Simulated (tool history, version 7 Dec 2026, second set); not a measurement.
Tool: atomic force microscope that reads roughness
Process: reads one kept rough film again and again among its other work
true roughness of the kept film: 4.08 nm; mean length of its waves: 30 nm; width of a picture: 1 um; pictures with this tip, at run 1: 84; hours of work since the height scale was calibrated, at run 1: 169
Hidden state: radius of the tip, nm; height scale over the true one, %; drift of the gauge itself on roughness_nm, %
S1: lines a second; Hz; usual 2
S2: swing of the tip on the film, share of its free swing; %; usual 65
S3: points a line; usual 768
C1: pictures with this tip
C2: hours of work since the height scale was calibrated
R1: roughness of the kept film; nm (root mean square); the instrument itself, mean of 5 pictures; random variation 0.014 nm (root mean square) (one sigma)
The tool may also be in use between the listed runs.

run,hour,S1,S2,S3,C1,C2,R1
1,0,2,65,768,84,169,3.461
2,6.4,2,85,768,92,172,3.209
3,21,2,65,768,108,179,3.487
4,34.6,2,65,768,124,186,3.456
5,44.3,2,65,768,135,191,3.449
6,55,2,65,768,147,197,3.478
7,63.4,2,65,768,156,201,3.463
8,70,0.61,65,768,164,205,3.583
9,83.6,0.61,65,768,180,212,3.547
10,97.6,0.61,65,768,196,219,3.586
11,111.6,0.61,65,768,212,226,3.558
12,124.4,0.61,65,768,226,233,3.563
13,131.6,0.61,65,768,234,237,3.557
14,144.8,0.61,65,768,249,243,3.577
15,157,0.61,65,768,263,250,3.575
# hour 160.1: new tip fitted
16,171.8,0.61,65,768,14,257,3.561
17,184.1,2,65,824,28,263,3.485
18,196.6,2,65,710,42,270,3.448
19,205.3,1.71,65,710,52,274,3.494
20,218.2,2.31,75,984,67,281,3.293
21,225.9,1.42,89,704,75,285,3.269
22,233.8,1.42,89,704,84,289,3.252
23,242.9,2,67,768,95,294,3.451
24,253.4,1.15,57,797,107,299,3.535
25,262.5,1.15,57,1008,117,304,3.581
26,276.3,2.43,58,458,133,311,3.488
27,286,0.62,83,527,144,316,3.472
28,301.4,2.25,62,791,161,324,3.462
29,314.3,0.52,62,349,176,331,3.543
30,325.6,2,80,586,189,336,3.28
31,334,3.63,89,768,199,341,2.844
32,345,1.72,64,704,211,347,3.509
33,355.3,1.72,79,996,223,352,3.348
34,362,1.91,79,353,231,355,3.304
35,377.7,0.79,65,276,249,363,3.501
36,389.5,3.25,65,788,262,370,3.382
# hour 393.1: new tip fitted
37,402.5,2,73,793,10,376,3.399

Forecast each of these 5 alternatives for the next run:
A,414.8,1.18,73,793,24,382,?
B,414.8,2,85,768,24,382,?
C,414.8,2.31,72,772,24,382,?
D,414.8,0.74,84,768,24,382,?
E,414.8,3.76,68,987,24,382,?

run,R1
A,3.485
B,3.208
C,3.355
D,3.437
E,3.305
Without the tool's hidden state the same runs would have given:
run,R1
A,3.486
B,3.209
C,3.356
D,3.438
E,3.306

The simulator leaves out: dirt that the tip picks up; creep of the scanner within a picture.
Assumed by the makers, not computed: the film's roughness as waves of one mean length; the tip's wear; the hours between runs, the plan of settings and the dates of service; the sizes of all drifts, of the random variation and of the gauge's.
